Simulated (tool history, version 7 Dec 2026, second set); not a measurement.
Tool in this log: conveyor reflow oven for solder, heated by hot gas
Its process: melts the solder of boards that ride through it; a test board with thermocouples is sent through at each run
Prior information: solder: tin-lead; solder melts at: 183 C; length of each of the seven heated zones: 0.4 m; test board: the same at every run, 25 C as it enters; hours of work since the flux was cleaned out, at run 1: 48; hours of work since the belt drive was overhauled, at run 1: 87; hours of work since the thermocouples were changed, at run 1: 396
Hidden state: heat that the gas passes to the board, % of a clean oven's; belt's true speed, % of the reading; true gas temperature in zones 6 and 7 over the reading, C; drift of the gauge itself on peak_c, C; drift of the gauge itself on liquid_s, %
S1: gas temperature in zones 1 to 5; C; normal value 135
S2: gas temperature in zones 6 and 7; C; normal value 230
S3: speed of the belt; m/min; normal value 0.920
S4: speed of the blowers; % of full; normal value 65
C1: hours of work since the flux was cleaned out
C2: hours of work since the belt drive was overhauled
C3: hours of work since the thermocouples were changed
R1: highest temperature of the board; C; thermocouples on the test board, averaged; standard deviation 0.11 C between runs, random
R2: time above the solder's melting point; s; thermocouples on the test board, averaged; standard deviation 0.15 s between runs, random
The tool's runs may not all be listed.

run   hour   S1   S2     S3  S4   C1   C2   C3     R1    R2
  1    0.0  135  230  0.920  65   48   87  396  212.7  35.9
  2    4.7  135  230  0.920  65   51   91  399  212.9  35.7
  3   13.4  135  230  0.920  65   58   97  406  212.6  35.7
  4   22.7  145  230  0.920  65   65  104  413  214.4  39.2
  5   32.5  135  230  0.920  65   72  111  420  212.7  35.8
  6   40.4  135  230  0.920  65   78  117  426  212.7  35.2
  7   46.2  135  230  0.920  65   82  122  430  212.8  35.8
  8   55.5  135  230  0.920  65   89  128  437  212.6  35.8
  9   61.4  135  230  0.920  65   94  133  442  212.5  35.8
 10   66.2  135  244  1.011  65   97  136  445  221.1  36.1
 11   75.7  142  239  0.957  56  104  143  452  216.5  37.2
 12   85.0  145  231  0.920  65  111  150  459  215.5  39.6
 13   89.9  145  231  0.920  65  115  154  463  215.4  39.7
 14   97.3  135  229  0.781  54  120  160  468  212.8  42.5
 15  105.7  135  229  0.781  54  127  166  475  212.8  42.1
 16  111.9  141  244  0.920  65  131  170  479  225.8  43.4
 17  117.9  147  230  0.982  65  136  175  484  213.1  36.1

Consider 5 possible next runs. They are alternatives, not a sequence: every one starts from the tool as it was left by run 17. What does each give?
  A  122.1  135  230  0.818  65  139  178  487   ?   ?
  B  122.1  129  230  1.061  65  139  178  487   ?   ?
  C  122.1  147  231  0.942  82  139  178  487   ?   ?
  D  122.1  145  230  0.793  75  139  178  487   ?   ?
  E  122.1  136  230  0.982  65  139  178  487   ?   ?

run     R1    R2
  A  216.3  43.0
  B  206.4  25.3
  C  219.7  42.2
  D  221.1  50.4
  E  210.8  32.2
The same runs, with their run-to-run variation unchanged, on a tool lacking any hidden condition would have given:
run     R1    R2
  A  216.3  43.0
  B  206.4  25.3
  C  219.7  42.2
  D  221.1  50.4
  E  210.8  32.2
